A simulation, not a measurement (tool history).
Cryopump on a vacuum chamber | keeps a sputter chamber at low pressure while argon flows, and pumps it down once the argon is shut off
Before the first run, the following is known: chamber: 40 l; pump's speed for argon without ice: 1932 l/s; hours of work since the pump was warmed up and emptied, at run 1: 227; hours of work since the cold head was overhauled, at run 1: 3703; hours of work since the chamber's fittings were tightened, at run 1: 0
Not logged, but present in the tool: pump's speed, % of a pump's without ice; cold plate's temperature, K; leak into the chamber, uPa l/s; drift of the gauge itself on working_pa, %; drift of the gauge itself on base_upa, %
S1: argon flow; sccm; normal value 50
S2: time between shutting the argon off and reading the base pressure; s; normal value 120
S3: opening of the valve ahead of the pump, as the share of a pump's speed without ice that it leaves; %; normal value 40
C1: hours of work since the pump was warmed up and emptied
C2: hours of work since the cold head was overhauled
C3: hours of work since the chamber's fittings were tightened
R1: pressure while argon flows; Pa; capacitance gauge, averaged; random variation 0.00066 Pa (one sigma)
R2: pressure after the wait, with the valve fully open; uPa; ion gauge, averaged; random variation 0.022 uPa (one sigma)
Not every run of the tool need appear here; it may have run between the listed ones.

run 1 hour=0.0 | S1=50 S2=120 S3=40 | C1=227 C2=3703 C3=0 | R1=0.1177 R2=0.75
run 2 hour=89.7 | S1=22 S2=120 S3=40 | C1=298 C2=3773 C3=71 | R1=0.0536 R2=0.74
run 3 hour=188.5 | S1=50 S2=120 S3=40 | C1=375 C2=3851 C3=148 | R1=0.1220 R2=0.76
run 4 hour=269.6 | S1=50 S2=120 S3=40 | C1=439 C2=3915 C3=212 | R1=0.1268 R2=0.80
run 5 hour=334.7 | S1=50 S2=120 S3=42 | C1=490 C2=3966 C3=264 | R1=0.1252 R2=0.82
-- hour=376.8 pump warmed up, emptied and cooled again
run 6 hour=442.7 | S1=50 S2=43 S3=42 | C1=52 C2=4047 C3=345 | R1=0.1070 R2=1.66
run 7 hour=571.9 | S1=50 S2=81 S3=40 | C1=154 C2=4149 C3=446 | R1=0.1163 R2=0.95
run 8 hour=668.9 | S1=50 S2=120 S3=22 | C1=230 C2=4225 C3=523 | R1=0.2069 R2=0.75
run 9 hour=727.9 | S1=50 S2=120 S3=40 | C1=276 C2=4272 C3=569 | R1=0.1189 R2=0.80
run 10 hour=806.3 | S1=50 S2=120 S3=40 | C1=338 C2=4333 C3=631 | R1=0.1217 R2=0.81
run 11 hour=909.3 | S1=50 S2=23 S3=40 | C1=419 C2=4415 C3=712 | R1=0.1257 R2=3.09
run 12 hour=987.1 | S1=50 S2=23 S3=40 | C1=480 C2=4476 C3=773 | R1=0.1278 R2=3.10
-- hour=1046.2 pump warmed up, emptied and cooled again
run 13 hour=1077.8 | S1=50 S2=120 S3=40 | C1=25 C2=4543 C3=841 | R1=0.1111 R2=0.76
run 14 hour=1207.9 | S1=50 S2=120 S3=40 | C1=127 C2=4646 C3=943 | R1=0.1140 R2=0.81
run 15 hour=1313.9 | S1=50 S2=120 S3=40 | C1=211 C2=4729 C3=1026 | R1=0.1172 R2=0.86
run 16 hour=1368.9 | S1=32 S2=120 S3=40 | C1=254 C2=4772 C3=1070 | R1=0.0768 R2=0.82
run 17 hour=1449.0 | S1=32 S2=120 S3=40 | C1=317 C2=4836 C3=1133 | R1=0.0773 R2=0.85
run 18 hour=1529.6 | S1=82 S2=125 S3=23 | C1=381 C2=4899 C3=1196 | R1=0.3358 R2=0.89
run 19 hour=1587.9 | S1=78 S2=120 S3=40 | C1=426 C2=4945 C3=1242 | R1=0.1961 R2=0.93
-- hour=1711.2 pump warmed up, emptied and cooled again
run 20 hour=1714.2 | S1=78 S2=120 S3=40 | C1=2 C2=5040 C3=1338 | R1=0.1725 R2=0.81
run 21 hour=1800.4 | S1=63 S2=120 S3=47 | C1=70 C2=5108 C3=1406 | R1=0.1213 R2=0.81
run 22 hour=1906.9 | S1=45 S2=120 S3=49 | C1=154 C2=5192 C3=1489 | R1=0.0853 R2=0.88
run 23 hour=2036.5 | S1=45 S2=148 S3=23 | C1=256 C2=5294 C3=1591 | R1=0.1807 R2=0.83
run 24 hour=2124.8 | S1=45 S2=148 S3=23 | C1=326 C2=5364 C3=1661 | R1=0.1836 R2=0.82
run 25 hour=2225.4 | S1=79 S2=96 S3=45 | C1=405 C2=5443 C3=1740 | R1=0.1783 R2=1.06
run 26 hour=2291.5 | S1=79 S2=96 S3=45 | C1=457 C2=5495 C3=1792 | R1=0.1829 R2=1.11
-- hour=2377.3 pump warmed up, emptied and cooled again
run 27 hour=2394.9 | S1=52 S2=119 S3=45 | C1=14 C2=5572 C3=1870 | R1=0.1026 R2=0.89
run 28 hour=2480.5 | S1=29 S2=73 S3=40 | C1=81 C2=5640 C3=1937 | R1=0.0662 R2=1.23
run 29 hour=2577.9 | S1=29 S2=73 S3=40 | C1=158 C2=5716 C3=2014 | R1=0.0673 R2=1.31
run 30 hour=2677.5 | S1=54 S2=239 S3=59 | C1=236 C2=5795 C3=2092 | R1=0.0904 R2=0.66
run 31 hour=2763.7 | S1=60 S2=28 S3=43 | C1=304 C2=5863 C3=2160 | R1=0.1355 R2=2.65
run 32 hour=2820.7 | S1=36 S2=39 S3=40 | C1=349 C2=5908 C3=2205 | R1=0.0897 R2=2.09
run 33 hour=2876.8 | S1=59 S2=133 S3=40 | C1=393 C2=5952 C3=2249 | R1=0.1456 R2=0.94
run 34 hour=2998.5 | S1=59 S2=133 S3=40 | C1=489 C2=6047 C3=2345 | R1=0.1508 R2=1.04

Pick out some run-to-run changes in R1. Of each, how much would a tool without hidden state show as well, from the settings, what came in and chance, and how much is left for the hidden state and any gauge scatter not in both results compared?
Run 5 -> 6: S2 120 -> 43, pump warmed up, emptied and cooled again. R1 -0.0182 Pa: hidden state -0.0173, all else -0.0009.
Run 17 -> 18: S1 32 -> 82, S2 120 -> 125, S3 40 -> 23. R1 +0.2585 Pa: hidden state +0.0155, all else +0.2430.
Run 18 -> 19: S1 82 -> 78, S2 125 -> 120, S3 23 -> 40. R1 -0.1397 Pa: hidden state +0.0021, all else -0.1418.
Run 19 -> 20: pump warmed up, emptied and cooled again. R1 -0.0236 Pa: hidden state -0.0219, all else -0.0017.
Run 22 -> 23: S2 120 -> 148, S3 49 -> 23. R1 +0.0954 Pa: hidden state +0.0032, all else +0.0922.
Run 26 -> 27: S1 79 -> 52, S2 96 -> 119, pump warmed up, emptied and cooled again. R1 -0.0803 Pa: hidden state -0.0268, all else -0.0535.
